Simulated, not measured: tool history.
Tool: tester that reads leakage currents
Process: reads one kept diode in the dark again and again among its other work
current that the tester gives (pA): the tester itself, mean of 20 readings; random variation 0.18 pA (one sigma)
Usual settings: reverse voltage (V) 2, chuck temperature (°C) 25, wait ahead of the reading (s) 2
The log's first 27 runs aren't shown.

run,hour,reverse voltage (V),chuck temperature (°C),wait ahead of the reading (s),hours of work since the probe card was cleaned,hours of work since the tester was calibrated,hours of work since the chuck was calibrated,current that the tester gives (pA)
28,4919.3,11.53,38,2,625,2287,682,334.58
29,5096.5,11.53,38,2,704,2366,761,337
30,5210,2.21,21,6.17,754,2417,811,45.22
31,5428.1,2,58,2,851,2514,908,534.82
# hour 5671.4: chuck's temperature calibrated
32,5672.8,2,25,2.84,959,2622,1,58.55
33,5782.4,2,28,3,1008,2671,49,72.73
34,5950.4,2,47,3,1083,2745,124,267.88
35,6202.1,11.14,59,2.56,1195,2857,236,1260.48
36,6347.2,1.37,25,1.08,1260,2922,301,49.19
37,6527.9,1.37,25,1.08,1340,3002,381,49.15

The next listed run, before its measurement:
38,6758,1.37,25,1.08,1442,3105,484,?

Run 38 gave current that the tester gives (pA) 49.32.
Without the tool's hidden state the same run would have given current that the tester gives (pA) 49.3.
